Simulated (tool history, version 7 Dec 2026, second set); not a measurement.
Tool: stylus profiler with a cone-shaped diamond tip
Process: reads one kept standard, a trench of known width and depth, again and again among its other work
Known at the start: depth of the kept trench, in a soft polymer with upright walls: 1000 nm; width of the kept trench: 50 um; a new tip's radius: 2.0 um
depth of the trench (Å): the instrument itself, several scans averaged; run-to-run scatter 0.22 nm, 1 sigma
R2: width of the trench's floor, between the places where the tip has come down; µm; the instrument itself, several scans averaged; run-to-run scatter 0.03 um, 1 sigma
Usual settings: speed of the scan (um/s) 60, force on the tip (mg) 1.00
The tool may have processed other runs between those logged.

{"run": 1, "hour": 0.0, "speed of the scan (um/s)": 60, "force on the tip (mg)": 1.0, "depth of the trench (Å)": 10068.7, "R2": 46.25}
{"run": 2, "hour": 25.8, "speed of the scan (um/s)": 60, "force on the tip (mg)": 1.0, "depth of the trench (Å)": 10068.8, "R2": 46.29}
{"run": 3, "hour": 60.6, "speed of the scan (um/s)": 60, "force on the tip (mg)": 1.0, "depth of the trench (Å)": 10072.3, "R2": 46.23}
{"run": 4, "hour": 91.3, "speed of the scan (um/s)": 15, "force on the tip (mg)": 1.0, "depth of the trench (Å)": 10069.3, "R2": 46.49}
{"run": 5, "hour": 110.7, "speed of the scan (um/s)": 126, "force on the tip (mg)": 1.0, "depth of the trench (Å)": 10070.4, "R2": 46.11}
{"run": 6, "hour": 127.3, "speed of the scan (um/s)": 29, "force on the tip (mg)": 1.0, "depth of the trench (Å)": 10068.3, "R2": 46.45}
{"run": 7, "hour": 157.7, "speed of the scan (um/s)": 29, "force on the tip (mg)": 1.0, "depth of the trench (Å)": 10069.3, "R2": 46.42}
{"run": 8, "hour": 172.9, "speed of the scan (um/s)": 29, "force on the tip (mg)": 1.0, "depth of the trench (Å)": 10065.2, "R2": 46.4}
{"run": 9, "hour": 201.6, "speed of the scan (um/s)": 29, "force on the tip (mg)": 1.0, "depth of the trench (Å)": 10071.4, "R2": 46.47}
{"run": 10, "hour": 225.0, "speed of the scan (um/s)": 29, "force on the tip (mg)": 1.0, "depth of the trench (Å)": 10068.5, "R2": 46.42}
{"run": 11, "hour": 255.1, "speed of the scan (um/s)": 29, "force on the tip (mg)": 1.0, "depth of the trench (Å)": 10066.4, "R2": 46.4}
{"run": 12, "hour": 272.0, "speed of the scan (um/s)": 29, "force on the tip (mg)": 1.58, "depth of the trench (Å)": 10092.2, "R2": 46.41}
{"run": 13, "hour": 302.3, "speed of the scan (um/s)": 29, "force on the tip (mg)": 1.58, "depth of the trench (Å)": 10095.4, "R2": 46.48}
{"run": 14, "hour": 328.4, "speed of the scan (um/s)": 60, "force on the tip (mg)": 0.58, "depth of the trench (Å)": 10049.1, "R2": 46.16}
{"run": 15, "hour": 352.6, "speed of the scan (um/s)": 60, "force on the tip (mg)": 1.0, "depth of the trench (Å)": 10070.8, "R2": 46.37}
{"run": 16, "hour": 389.9, "speed of the scan (um/s)": 60, "force on the tip (mg)": 1.0, "depth of the trench (Å)": 10070.5, "R2": 46.29}
{"run": 17, "hour": 419.1, "speed of the scan (um/s)": 60, "force on the tip (mg)": 1.0, "depth of the trench (Å)": 10070.9, "R2": 46.3}
{"run": 18, "hour": 452.7, "speed of the scan (um/s)": 60, "force on the tip (mg)": 1.0, "depth of the trench (Å)": 10073.3, "R2": 46.28}
{"run": 19, "hour": 477.9, "speed of the scan (um/s)": 60, "force on the tip (mg)": 1.0, "depth of the trench (Å)": 10069.8, "R2": 46.33}
{"run": 20, "hour": 494.5, "speed of the scan (um/s)": 60, "force on the tip (mg)": 2.4, "depth of the trench (Å)": 10128.6, "R2": 46.37}
{"run": 21, "hour": 523.3, "speed of the scan (um/s)": 60, "force on the tip (mg)": 1.01, "depth of the trench (Å)": 10071.7, "R2": 46.25}
{"run": 22, "hour": 544.0, "speed of the scan (um/s)": 193, "force on the tip (mg)": 1.0, "depth of the trench (Å)": 10071.3, "R2": 45.78}
{"run": 23, "hour": 574.8, "speed of the scan (um/s)": 193, "force on the tip (mg)": 1.0, "depth of the trench (Å)": 10069.5, "R2": 45.76}
{"run": 24, "hour": 610.3, "speed of the scan (um/s)": 25, "force on the tip (mg)": 1.16, "depth of the trench (Å)": 10074.7, "R2": 46.4}
{"run": 25, "hour": 639.9, "speed of the scan (um/s)": 24, "force on the tip (mg)": 2.2, "depth of the trench (Å)": 10119.3, "R2": 46.4}
{"run": 26, "hour": 656.4, "speed of the scan (um/s)": 16, "force on the tip (mg)": 1.95, "depth of the trench (Å)": 10109.8, "R2": 46.45}
{"run": 27, "hour": 673.1, "speed of the scan (um/s)": 187, "force on the tip (mg)": 1.22, "depth of the trench (Å)": 10081.4, "R2": 45.88}

Run 28 comes next. What will it give?
{"run": 28, "hour": 693.8, "speed of the scan (um/s)": 187, "force on the tip (mg)": 1.22, "depth of the trench (Å)": "?", "R2": "?"}

{"run 28": {"depth of the trench (Å)": 10079.4, "R2": 45.84}}
Without the tool's hidden state the same run would have given depth of the trench (Å) 10079.8, R2 45.85 µm.

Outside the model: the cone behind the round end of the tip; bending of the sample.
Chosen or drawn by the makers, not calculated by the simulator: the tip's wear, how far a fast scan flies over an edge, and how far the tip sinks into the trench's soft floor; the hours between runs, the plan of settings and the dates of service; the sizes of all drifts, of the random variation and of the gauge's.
